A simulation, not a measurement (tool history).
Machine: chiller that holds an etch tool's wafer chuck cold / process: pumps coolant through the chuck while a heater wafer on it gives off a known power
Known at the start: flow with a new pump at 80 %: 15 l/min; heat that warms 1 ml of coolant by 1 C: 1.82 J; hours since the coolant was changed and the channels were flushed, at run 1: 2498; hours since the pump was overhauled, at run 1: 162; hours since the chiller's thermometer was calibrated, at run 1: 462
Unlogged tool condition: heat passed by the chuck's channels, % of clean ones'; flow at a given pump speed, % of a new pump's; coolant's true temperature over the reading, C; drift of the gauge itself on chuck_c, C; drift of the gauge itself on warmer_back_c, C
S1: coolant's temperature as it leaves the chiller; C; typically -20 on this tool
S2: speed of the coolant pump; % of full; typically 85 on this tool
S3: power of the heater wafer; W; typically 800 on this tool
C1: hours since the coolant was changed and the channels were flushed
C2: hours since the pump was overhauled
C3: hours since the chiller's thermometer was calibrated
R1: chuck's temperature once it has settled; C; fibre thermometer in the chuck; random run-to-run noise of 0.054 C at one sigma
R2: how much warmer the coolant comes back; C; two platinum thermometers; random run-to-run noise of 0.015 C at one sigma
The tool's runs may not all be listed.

Run 1, hour 0: usual settings; C1 2498; C2 162; C3 462. Result: R1 -13.25 C, R2 1.7 C.
Run 2, hour 17.1: usual settings; C1 2515; C2 179; C3 479. Result: R1 -13.17 C, R2 1.71 C.
Run 3, hour 45.6: usual settings; C1 2544; C2 208; C3 508. Result: R1 -13.29 C, R2 1.68 C.
Run 4, hour 82.7: usual settings; C1 2581; C2 245; C3 545. Result: R1 -13.18 C, R2 1.68 C.
Run 5, hour 111.7: usual settings; C1 2610; C2 274; C3 574. Result: R1 -13.27 C, R2 1.69 C.
Run 6, hour 142.3: usual settings; C1 2640; C2 305; C3 605. Result: R1 -13.31 C, R2 1.69 C.
Run 7, hour 176.5: usual settings but S1 -13 C; C1 2675; C2 339; C3 639. Result: R1 -6.22 C, R2 1.7 C.
Run 8, hour 195.8: usual settings but S1 -13 C; C1 2694; C2 358; C3 658. Result: R1 -6.16 C, R2 1.7 C.
Run 9, hour 231.8: usual settings but S1 -13 C; C1 2730; C2 394; C3 694. Result: R1 -6.21 C, R2 1.68 C.
Run 10, hour 265.3: usual settings but S1 -13 C; C1 2763; C2 428; C3 728. Result: R1 -6.16 C, R2 1.69 C.
Run 11, hour 296.5: usual settings but S1 -13 C; C1 2795; C2 459; C3 759. Result: R1 -6.3 C, R2 1.68 C.
Run 12, hour 314.6: usual settings but S1 -13 C; C1 2813; C2 477; C3 777. Result: R1 -6.21 C, R2 1.7 C.
Run 13, hour 337.1: usual settings but S1 -13 C; C1 2835; C2 499; C3 799. Result: R1 -6.22 C, R2 1.71 C.
Run 14, hour 356.7: usual settings but S1 -13 C; C1 2855; C2 519; C3 819. Result: R1 -6.24 C, R2 1.72 C.
Run 15, hour 372.7: usual settings but S1 -13 C; C1 2871; C2 535; C3 835. Result: R1 -6.24 C, R2 1.73 C.
Run 16, hour 404.2: usual settings but S2 61 % of full; C1 2902; C2 567; C3 866. Result: R1 -11.41 C, R2 2.35 C.
Run 17, hour 427.8: usual settings but S1 -13 C, S2 88 % of full; C1 2926; C2 590; C3 890. Result: R1 -6.35 C, R2 1.63 C.
Run 18, hour 447.1: usual settings but S1 -22 C, S2 88 % of full, S3 611 W; C1 2945; C2 609; C3 909. Result: R1 -17.01 C, R2 1.24 C.
Run 19, hour 478.4: usual settings but S1 -22 C, S2 88 % of full, S3 611 W; C1 2976; C2 641; C3 941. Result: R1 -16.91 C, R2 1.28 C.
Run 20, hour 499.3: usual settings but S1 -22 C, S2 88 % of full, S3 611 W; C1 2997; C2 662; C3 962. Result: R1 -17.02 C, R2 1.25 C.
Run 21, hour 532.9: usual settings but S3 1181 W; C1 3031; C2 695; C3 995. Result: R1 -9.8 C, R2 2.54 C.
Run 22, hour 563.3: usual settings but S3 1181 W; C1 3061; C2 726; C3 1026. Result: R1 -9.9 C, R2 2.51 C.
Run 23, hour 597.7: usual settings but S3 1181 W; C1 3096; C2 760; C3 1060. Result: R1 -9.87 C, R2 2.53 C.
At hour 601.6: chiller's thermometer calibrated.
Run 24, hour 624.9: usual settings but S3 1181 W; C1 3122; C2 786; C3 23. Result: R1 -9.87 C, R2 2.55 C.
Run 25, hour 651.7: usual settings but S1 -28 C, S2 73 % of full, S3 416 W; C1 3149; C2 813; C3 50. Result: R1 -24.19 C, R2 1.05 C.
Run 26, hour 671.7: usual settings but S1 -28 C, S2 73 % of full, S3 416 W; C1 3169; C2 833; C3 70. Result: R1 -24.09 C, R2 1.03 C.
Run 27, hour 687.1: usual settings but S1 -18 C, S3 545 W; C1 3184; C2 848; C3 85. Result: R1 -13.41 C, R2 1.16 C.
Run 28, hour 717: usual settings but S1 -30 C, S3 772 W; C1 3214; C2 878; C3 115. Result: R1 -23.44 C, R2 1.64 C.
Run 29, hour 743.2: usual settings but S1 -18 C, S2 91 % of full, S3 1085 W; C1 3240; C2 905; C3 142. Result: R1 -9.16 C, R2 2.2 C.
Run 30, hour 763.3: usual settings but S2 67 % of full, S3 436 W; C1 3260; C2 925; C3 162. Result: R1 -15.73 C, R2 1.2 C.
Run 31, hour 783.2: usual settings but S1 -15 C, S2 66 % of full, S3 436 W; C1 3280; C2 945; C3 182. Result: R1 -10.57 C, R2 1.21 C.
Run 32, hour 800.7: usual settings but S3 638 W; C1 3298; C2 962; C3 199. Result: R1 -14.58 C, R2 1.38 C.

3 options for the next run, each taken on its own from the tool as it stands now. Forecast them:
At hour 827: chiller's thermometer calibrated, once more.
Run A, hour 834: usual settings but S1 -13 C, S3 483 W; C1 3330; C2 994; C3 7. Result: R1 ?, R2 ?.
At hour 827: chiller's thermometer calibrated, once more.
Run B, hour 834: usual settings but S1 -18 C, S2 77 % of full, S3 638 W; C1 3330; C2 994; C3 7. Result: R1 ?, R2 ?.
At hour 827: chiller's thermometer calibrated, once more.
Run C, hour 834: usual settings but S1 -18 C, S2 83 % of full, S3 1185 W; C1 3330; C2 994; C3 7. Result: R1 ?, R2 ?.

run      R1    R2
  A   -8.78  1.02
  B  -11.91   1.5
  C   -7.56  2.62
The same runs, with their run-to-run variation unchanged, on a tool lacking any hidden condition would have given:
run      R1    R2
  A   -9.19  0.98
  B  -12.48  1.44
  C   -8.56  2.51

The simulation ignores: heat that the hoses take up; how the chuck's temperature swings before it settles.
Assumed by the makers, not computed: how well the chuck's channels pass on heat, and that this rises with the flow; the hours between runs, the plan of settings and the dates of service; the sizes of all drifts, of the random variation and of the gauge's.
